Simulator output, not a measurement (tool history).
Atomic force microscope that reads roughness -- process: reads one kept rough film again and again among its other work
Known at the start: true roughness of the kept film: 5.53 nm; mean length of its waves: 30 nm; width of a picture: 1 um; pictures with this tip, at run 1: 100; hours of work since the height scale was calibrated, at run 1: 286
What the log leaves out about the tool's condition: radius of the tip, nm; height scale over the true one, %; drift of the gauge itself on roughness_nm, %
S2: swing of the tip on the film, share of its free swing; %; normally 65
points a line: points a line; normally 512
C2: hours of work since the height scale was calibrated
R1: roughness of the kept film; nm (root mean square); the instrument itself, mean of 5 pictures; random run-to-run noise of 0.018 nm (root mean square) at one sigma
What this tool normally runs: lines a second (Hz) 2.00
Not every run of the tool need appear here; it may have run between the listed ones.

{"run": 1, "hour": 0.0, "lines a second (Hz)": 2.0, "S2": 65, "points a line": 512, "pictures with this tip": 100, "C2": 286, "R1": 3.667}
{"hour": 36.1, "done": "new tip fitted"}
{"run": 2, "hour": 80.8, "lines a second (Hz)": 2.0, "S2": 65, "points a line": 512, "pictures with this tip": 57, "C2": 335, "R1": 4.032}
{"hour": 148.0, "done": "new tip fitted"}
{"run": 3, "hour": 161.9, "lines a second (Hz)": 0.71, "S2": 65, "points a line": 512, "pictures with this tip": 17, "C2": 385, "R1": 4.421}
{"run": 4, "hour": 206.7, "lines a second (Hz)": 0.71, "S2": 65, "points a line": 512, "pictures with this tip": 75, "C2": 412, "R1": 3.995}
{"run": 5, "hour": 243.8, "lines a second (Hz)": 0.71, "S2": 65, "points a line": 512, "pictures with this tip": 123, "C2": 435, "R1": 3.677}
{"hour": 264.7, "done": "new tip fitted"}
{"run": 6, "hour": 312.8, "lines a second (Hz)": 0.71, "S2": 65, "points a line": 512, "pictures with this tip": 63, "C2": 477, "R1": 4.048}
{"run": 7, "hour": 367.2, "lines a second (Hz)": 2.0, "S2": 65, "points a line": 512, "pictures with this tip": 133, "C2": 511, "R1": 3.494}
{"hour": 379.6, "done": "new tip fitted"}
{"run": 8, "hour": 437.6, "lines a second (Hz)": 2.0, "S2": 65, "points a line": 512, "pictures with this tip": 75, "C2": 554, "R1": 3.795}
{"run": 9, "hour": 490.6, "lines a second (Hz)": 2.0, "S2": 65, "points a line": 512, "pictures with this tip": 143, "C2": 586, "R1": 3.444}
{"hour": 494.6, "done": "new tip fitted"}
{"run": 10, "hour": 568.1, "lines a second (Hz)": 2.0, "S2": 65, "points a line": 512, "pictures with this tip": 95, "C2": 633, "R1": 3.723}
{"hour": 611.3, "done": "new tip fitted"}
{"run": 11, "hour": 611.3, "lines a second (Hz)": 2.0, "S2": 65, "points a line": 512, "pictures with this tip": 0, "C2": 660, "R1": 4.455}

Predict the results of run 12:
{"run": 12, "hour": 647.2, "lines a second (Hz)": 0.55, "S2": 65, "points a line": 528, "pictures with this tip": 46, "C2": 682, "R1": "?"}

Run 12 yielded R1 4.150 nm (root mean square).
Without the tool's hidden state the same run would have given R1 4.659 nm (root mean square).

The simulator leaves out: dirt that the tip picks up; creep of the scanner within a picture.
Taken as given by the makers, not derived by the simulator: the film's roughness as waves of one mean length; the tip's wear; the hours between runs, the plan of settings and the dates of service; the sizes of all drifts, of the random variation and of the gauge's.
